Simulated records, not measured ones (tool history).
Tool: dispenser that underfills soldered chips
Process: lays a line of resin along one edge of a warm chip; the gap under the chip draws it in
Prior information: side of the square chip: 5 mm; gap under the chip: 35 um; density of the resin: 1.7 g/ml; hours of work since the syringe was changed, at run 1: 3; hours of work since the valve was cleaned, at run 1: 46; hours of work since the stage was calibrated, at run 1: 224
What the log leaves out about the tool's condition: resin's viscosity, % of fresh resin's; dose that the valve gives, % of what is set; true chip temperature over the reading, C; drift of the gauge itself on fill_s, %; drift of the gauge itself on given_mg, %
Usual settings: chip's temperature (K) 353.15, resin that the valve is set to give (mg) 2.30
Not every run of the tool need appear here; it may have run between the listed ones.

run,hour,chip's temperature (K),resin that the valve is set to give (mg),hours of work since the syringe was changed,hours of work since the valve was cleaned,hours of work since the stage was calibrated,time until the resin shows at the far edge (s),resin that the valve gave (mg)
1,0.0,353.15,2.30,3,46,224,30.3,2.19
# hour 2.9: new syringe of resin
# hour 10.5: new syringe of resin
2,10.5,353.15,2.30,0,54,231,26.2,2.20
# hour 17.9: new syringe of resin
3,18.9,353.15,2.30,1,60,237,26.4,2.20
# hour 25.1: new syringe of resin
4,25.8,353.15,2.30,1,65,242,26.1,2.21
5,29.9,353.15,2.30,4,68,246,31.1,2.19
# hour 32.4: new syringe of resin
6,36.1,353.15,2.30,3,73,250,30.1,2.15
# hour 39.7: new syringe of resin
7,45.5,353.15,2.12,4,80,257,33.0,1.98
# hour 47.2: new syringe of resin
8,51.8,353.15,2.12,4,85,262,30.0,1.98
# hour 54.3: new syringe of resin
9,56.8,353.15,2.12,2,88,265,28.8,1.96
# hour 61.8: new syringe of resin
10,65.6,347.15,2.30,3,95,272,39.2,2.11
# hour 69.4: new syringe of resin
# hour 70.4: dispensing valve cleaned and set on the balance
11,76.0,350.15,2.30,4,4,279,35.2,2.30
# hour 77.9: new syringe of resin
12,84.4,353.15,2.30,5,10,285,32.2,2.28
# hour 85.6: new syringe of resin
# hour 92.7: new syringe of resin
13,93.6,353.15,2.30,1,17,292,26.5,2.27
# hour 99.9: new syringe of resin
14,100.4,353.15,2.30,0,22,297,25.8,2.25
15,106.1,353.15,2.30,5,26,301,30.9,2.23
# hour 107.9: new syringe of resin
16,111.3,353.15,2.30,3,30,305,29.4,2.23
# hour 115.6: new syringe of resin
17,116.5,352.15,2.30,1,34,309,27.7,2.25
# hour 122.8: new syringe of resin
18,123.0,352.15,2.30,0,39,313,26.9,2.21
# hour 130.3: new syringe of resin
19,131.8,343.15,2.30,1,45,320,40.6,2.24
# hour 137.8: new syringe of resin
20,140.7,343.15,2.30,2,52,326,41.9,2.19
# hour 145.4: new syringe of resin
21,148.1,344.15,2.60,2,57,332,39.9,2.48
# hour 152.5: new syringe of resin
22,152.5,367.15,2.30,0,60,335,15.1,2.21
23,158.6,357.15,2.30,5,65,340,27.9,2.21
# hour 160.2: new syringe of resin
24,165.5,361.15,2.06,4,70,345,24.4,1.96
# hour 167.5: new syringe of resin
25,174.1,352.15,2.05,5,77,351,35.4,1.93
# hour 175.3: new syringe of resin
# hour 182.9: new syringe of resin
26,184.4,364.15,2.30,1,84,359,18.2,2.16
# hour 190.0: new syringe of resin
27,191.2,364.15,2.30,1,89,364,18.6,2.16
# hour 197.3: new syringe of resin
28,199.0,364.15,2.30,1,95,369,18.3,2.12
# hour 203.6: dispensing valve cleaned and set on the balance
# hour 205.9: new syringe of resin
29,208.6,364.15,2.30,2,4,376,19.2,2.26
# hour 213.1: new syringe of resin
30,214.5,360.15,2.91,1,8,380,20.4,2.89
# hour 220.8: new syringe of resin
31,223.5,360.15,2.91,2,15,387,21.5,2.84
# hour 228.5: new syringe of resin
32,233.3,360.15,2.91,4,22,394,22.2,2.85
# hour 236.1: new syringe of resin
33,238.0,357.15,2.33,1,25,397,24.3,2.28
# hour 243.4: new syringe of resin
34,247.5,356.15,2.30,3,32,404,27.1,2.23
# hour 250.5: new syringe of resin
35,253.4,356.15,2.44,2,37,409,25.4,2.36

Here are 3 independent what-if runs from the current tool condition. What would each one return?
# hour 258.1: new syringe of resin
# hour 259.1: stage's temperature calibrated
A,263.2,368.15,2.30,3,43,3,?,?
# hour 258.1: new syringe of resin
# hour 259.1: stage's temperature calibrated
B,263.2,341.15,2.30,3,43,3,?,?
# hour 258.1: new syringe of resin
# hour 259.1: stage's temperature calibrated
C,263.2,350.15,2.55,3,43,3,?,?

run,time until the resin shows at the far edge (s),resin that the valve gave (mg)
A,16.7,2.22
B,47.0,2.21
C,32.5,2.41
With no hidden state in the tool, these same runs would have given:
run,time until the resin shows at the far edge (s),resin that the valve gave (mg)
A,14.4,2.30
B,40.6,2.30
C,28.1,2.51
